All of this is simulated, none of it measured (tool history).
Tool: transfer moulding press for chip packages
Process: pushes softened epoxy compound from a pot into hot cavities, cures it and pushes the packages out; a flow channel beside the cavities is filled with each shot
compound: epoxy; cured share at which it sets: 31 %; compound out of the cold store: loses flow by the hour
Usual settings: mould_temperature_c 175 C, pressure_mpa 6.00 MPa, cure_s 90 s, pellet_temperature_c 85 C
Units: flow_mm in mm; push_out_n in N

run,hour,mould_temperature_c,pressure_mpa,cure_s,pellet_temperature_c,incoming compound's hours out of the cold store,flow_mm,push_out_n
1,0.0,175,6.00,90,85,47.8,744,306
2,27.5,175,6.00,90,85,11.2,865,497
3,45.1,175,6.00,90,85,41.7,742,536
4,64.7,175,6.00,90,85,15.2,838,587
5,79.2,175,6.00,90,85,27.5,788,624
# hour 90.0: plunger's sealing rings changed
# hour 93.2: cavities cleaned with cleaning compound and waxed
6,105.1,175,6.38,90,85,18.6,890,397
7,133.5,175,5.81,90,85,12.1,864,555
8,145.2,175,6.00,117,85,26.2,833,483
9,170.8,175,6.00,90,85,30.9,804,627
# hour 184.0: cavities cleaned with cleaning compound and waxed
10,185.5,175,6.00,90,85,28.3,808,307
11,206.7,175,6.00,90,85,38.9,770,423
12,227.3,175,6.00,90,85,13.3,860,560
13,243.8,175,6.00,90,85,23.0,830,576
14,260.9,175,6.00,90,85,19.5,837,627
# hour 275.3: cavities cleaned with cleaning compound and waxed
15,284.8,173,7.41,73,78,43.0,840,584
16,306.9,173,7.41,73,78,47.2,822,741
17,331.2,176,6.00,90,84,9.0,857,546
# hour 342.3: plunger's sealing rings changed
18,347.8,169,5.39,81,92,13.5,856,1028
19,362.4,177,6.63,106,79,47.8,803,523
# hour 367.4: cavities cleaned with cleaning compound and waxed
20,389.2,177,6.63,106,79,25.5,863,371
21,404.0,175,6.00,124,85,21.4,848,422
22,423.2,174,7.13,110,85,33.7,870,502
23,441.2,174,7.13,110,85,9.0,976,539
# hour 456.6: cavities cleaned with cleaning compound and waxed
24,456.6,178,6.97,90,80,15.3,926,268
25,471.8,178,6.97,90,80,21.2,889,365
26,489.2,178,6.97,90,80,24.5,881,441

Run 27 comes next. What will it give?
27,514.8,178,6.97,90,94,26.5,?,?

{"run 27": {"flow_mm": 864, "push_out_n": 521}}
Without the tool's hidden state the same run would have given flow_mm 903 mm, push_out_n 277 N.
